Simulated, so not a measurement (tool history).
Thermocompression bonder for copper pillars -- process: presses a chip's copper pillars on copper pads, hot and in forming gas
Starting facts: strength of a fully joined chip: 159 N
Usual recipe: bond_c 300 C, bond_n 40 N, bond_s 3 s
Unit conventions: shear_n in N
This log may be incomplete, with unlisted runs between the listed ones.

run	hour	bond_c	bond_n	bond_s	shear_n
1	0.0	300	40	3	81.4
2	62.8	300	40	5	95.8
3	109.5	300	40	5	96.8
4	145.8	300	49	3	92.5
5	213.7	300	49	3	91.6
6	256.3	300	49	3	91.0
7	295.4	300	40	3	80.6
8	360.4	300	40	3	79.8
9	410.6	300	40	3	80.2
# hour 443.7: forming gas filter changed
10	449.4	300	40	8	106.9
11	490.5	300	40	8	108.8
12	551.2	287	48	5	94.0
13	599.1	327	50	3	108.9

Run 14 comes next. What will it give?
14	640.0	327	50	3	?

Run 14 gave shear_n 109.8 N.
Take away the tool's hidden state, keep the run-to-run variation as it was, and the same run would have given shear_n 112.6 N.
